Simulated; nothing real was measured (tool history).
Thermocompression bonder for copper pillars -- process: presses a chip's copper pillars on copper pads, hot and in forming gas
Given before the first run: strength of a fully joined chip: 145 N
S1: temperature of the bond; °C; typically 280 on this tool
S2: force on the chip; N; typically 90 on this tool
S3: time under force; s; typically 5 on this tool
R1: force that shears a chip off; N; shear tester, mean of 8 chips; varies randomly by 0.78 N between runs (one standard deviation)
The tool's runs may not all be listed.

run,hour,S1,S2,S3,R1
1,0.0,280,90,5,58.8
2,23.9,280,121,5,69.4
3,70.8,280,121,5,69.6
4,93.1,280,90,7,66.6
5,123.8,280,90,7,65.2
6,149.9,280,90,7,64.1
7,188.6,280,90,7,65.6
8,208.7,280,90,7,64.6
9,240.1,280,90,7,64.1
10,259.7,280,90,10,72.2
11,300.1,280,90,10,69.3
12,320.6,265,90,12,62.5
13,340.3,277,90,5,52.2
14,366.2,292,107,5,72.2

4 options for the next run, each taken on its own from the tool as it stands now. Forecast them:
A,406.8,292,58,5,?
B,406.8,280,90,4,?
C,406.8,267,74,5,?
D,406.8,292,132,5,?

run,R1
A,48.1
B,49.8
C,41.7
D,78.1
Without the tool's hidden state the same runs would have given:
run,R1
A,53.1
B,54.8
C,45.6
D,86.2
